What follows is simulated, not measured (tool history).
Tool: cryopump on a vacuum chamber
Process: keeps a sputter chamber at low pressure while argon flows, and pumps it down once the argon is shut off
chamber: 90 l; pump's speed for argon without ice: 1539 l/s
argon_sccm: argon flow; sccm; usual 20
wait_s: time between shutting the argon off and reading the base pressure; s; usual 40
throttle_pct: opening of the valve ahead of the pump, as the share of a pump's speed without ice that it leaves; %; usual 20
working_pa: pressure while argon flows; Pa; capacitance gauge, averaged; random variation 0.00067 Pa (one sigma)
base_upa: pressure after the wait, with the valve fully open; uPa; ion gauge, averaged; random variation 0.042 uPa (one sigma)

run     day  argon_sccm  wait_s  throttle_pct  working_pa  base_upa
  1   0.000          20      40            20      0.1109      2.77
  2   2.575          20      40            20      0.1101      2.65
  3   4.438          20     157            20      0.1131      1.08
  4   6.371          20     157            20      0.1123      1.04
  5   8.208          20     157            20      0.1133      1.02
  6  10.242          20      40            20      0.1137      2.73
  7  12.262          31      40            20      0.1769      2.81
  8  14.692          20      59            20      0.1150      2.04
  9  16.492          20      59            20      0.1144      2.08
 10  17.904          20      59            34      0.0717      2.10
 11  19.312          20      59            34      0.0719      2.05
 12  21.029          20      59            34      0.0727      2.01
 13  23.746          20      59            34      0.0731      2.10
 14  26.054          20      59            34      0.0743      2.12
 15  28.208          17      59            34      0.0641      2.15
 16  30.671          20      94            20      0.1220      1.65
     31.912  -- pump warmed up, emptied and cooled again
 17  32.633          20      40            38      0.0577      2.70
 18  34.033          18      25            19      0.1049      4.14
 19  36.242          18     186            19      0.1042      0.93
 20  38.417          14      40            20      0.0777      2.71
 21  40.871          20      40            19      0.1181      2.77
 22  42.579          19      82            20      0.1072      1.62
 23  44.688          16     186            25      0.0727      0.97
 24  47.521          20     259            39      0.0603      0.91
 25  50.204          20      91            43      0.0571      1.61
 26  52.300          36      42            26      0.1639      2.81
 27  54.338          36      42            26      0.1638      2.89
 28  57.021          21     269            20      0.1231      0.98
 29  58.538          36      49            23      0.1861      2.47
 30  61.254           9      49            46      0.0252      2.55
 31  63.446           9      49            46      0.0261      2.60
 32  65.458          13     201            38      0.0442      1.20
     67.804  -- pump warmed up, emptied and cooled again
 33  68.250          13      37            28      0.0520      2.91
 34  70.004          13      37            28      0.0508      3.04

Forecast each of these 4 alternatives for the next run:
  A  71.462          20     138            20           ?         ?
  B  71.462          13      37            18           ?         ?
  C  71.462          31      26            20           ?         ?
  D  71.462          12     212            29           ?         ?

run  working_pa  base_upa
  A      0.1114      1.19
  B      0.0796      2.95
  C      0.1726      4.08
  D      0.0457      0.91
Without the tool's hidden state the same runs would have given:
run  working_pa  base_upa
  A      0.1101      0.86
  B      0.0788      2.63
  C      0.1707      3.75
  D      0.0450      0.59

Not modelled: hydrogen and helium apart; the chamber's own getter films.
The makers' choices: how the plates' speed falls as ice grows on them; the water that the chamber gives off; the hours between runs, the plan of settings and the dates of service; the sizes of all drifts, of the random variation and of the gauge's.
